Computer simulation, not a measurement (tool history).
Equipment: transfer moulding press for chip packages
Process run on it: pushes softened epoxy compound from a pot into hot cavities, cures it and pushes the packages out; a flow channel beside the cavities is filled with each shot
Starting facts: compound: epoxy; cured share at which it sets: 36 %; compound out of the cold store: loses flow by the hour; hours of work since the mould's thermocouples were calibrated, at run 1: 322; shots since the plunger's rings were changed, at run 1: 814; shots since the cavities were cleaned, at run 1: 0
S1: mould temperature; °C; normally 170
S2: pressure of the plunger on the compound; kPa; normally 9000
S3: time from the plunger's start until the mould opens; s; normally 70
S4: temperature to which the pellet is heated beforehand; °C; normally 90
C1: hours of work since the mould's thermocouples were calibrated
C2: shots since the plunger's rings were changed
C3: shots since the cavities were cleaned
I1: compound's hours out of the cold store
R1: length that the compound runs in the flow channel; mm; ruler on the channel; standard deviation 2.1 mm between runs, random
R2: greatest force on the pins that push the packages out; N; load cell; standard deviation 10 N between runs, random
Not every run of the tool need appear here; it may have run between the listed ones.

run	hour	S1	S2	S3	S4	C1	C2	C3	I1	R1	R2
1	0	170	9000	70	90	322	814	0	29.4	516	415
2	31.4	170	9000	70	90	336	1143	329	8.3	559	610
# hour 56.1: cavities cleaned with cleaning compound and waxed
3	78.2	170	9000	70	90	356	1617	231	19.3	531	521
# hour 111.3: cavities cleaned with cleaning compound and waxed
4	118.2	170	10860	70	90	373	2020	72	39.8	544	420
5	162.1	170	10860	70	90	392	2480	532	44.2	533	591
# hour 166.6: cavities cleaned with cleaning compound and waxed
6	198.8	170	10860	70	90	408	2848	337	15.4	588	570
# hour 221.9: cavities cleaned with cleaning compound and waxed
7	221.9	170	10860	70	90	417	3074	0	23.5	571	432
8	255.3	170	10860	70	90	432	3424	350	30.8	552	569
# hour 275.4: cavities cleaned with cleaning compound and waxed
9	288.7	170	10860	70	90	446	3758	140	33.2	548	454
10	315.3	170	9000	70	90	457	4036	418	24.8	511	601
# hour 324.4: mould's thermocouples calibrated
# hour 331.3: cavities cleaned with cleaning compound and waxed
11	355.4	170	9000	70	90	13	4419	252	26.5	504	553
12	379.9	170	9000	70	90	24	4676	509	17.9	523	659
# hour 385.7: cavities cleaned with cleaning compound and waxed
# hour 394.3: plunger's sealing rings changed
13	429.2	170	9000	70	90	44	366	430	18.1	542	625
# hour 444.1: cavities cleaned with cleaning compound and waxed
14	468.1	170	9000	70	90	60	757	251	36.3	506	536
# hour 498.8: cavities cleaned with cleaning compound and waxed
15	512.5	170	9000	86	90	79	1206	143	17.2	537	318
16	533.6	170	10710	86	90	88	1427	364	42.4	539	365
# hour 554.5: cavities cleaned with cleaning compound and waxed
17	571.8	177	9000	67	97	104	1811	181	15	522	357
# hour 609.1: cavities cleaned with cleaning compound and waxed
18	609.1	167	8730	67	99	120	2185	0	30.4	505	546
19	630.5	172	7940	65	96	129	2409	224	39.8	455	505
20	651	170	9620	70	85	138	2624	439	27	531	607
# hour 662.4: cavities cleaned with cleaning compound and waxed
21	672.7	170	9620	75	85	147	2836	108	22.5	537	392
22	708.1	170	9000	50	82	162	3206	478	22.5	518	1485
# hour 717.5: cavities cleaned with cleaning compound and waxed
23	751.3	172	9000	56	93	181	3643	354	33.7	493	909
# hour 772.7: cavities cleaned with cleaning compound and waxed
24	796.8	170	9000	92	80	200	4103	252	8.8	542	345
25	821.8	163	9000	76	83	211	4365	514	21.1	534	929
# hour 828.4: cavities cleaned with cleaning compound and waxed
26	852.7	166	8820	68	87	224	4673	255	35.2	492	769
# hour 866.3: plunger's sealing rings changed
# hour 884.8: cavities cleaned with cleaning compound and waxed
27	888.1	163	7620	70	90	238	212	35	25.9	500	723

Predict each of these 4 candidate next runs independently; none follows another, all start after run 27:
A	927.6	172	9000	67	90	255	626	449	34.4	?	?
B	927.6	170	9000	76	94	255	626	449	23.4	?	?
C	927.6	170	9000	85	95	255	626	449	38	?	?
D	927.6	164	8330	70	90	255	626	449	34.7	?	?

run	R1	R2
A	502	544
B	527	463
C	500	389
D	500	901
Take away the tool's hidden state, keep each run's random variation, and the runs would have read:
run	R1	R2
A	507	403
B	533	341
C	505	278
D	506	666
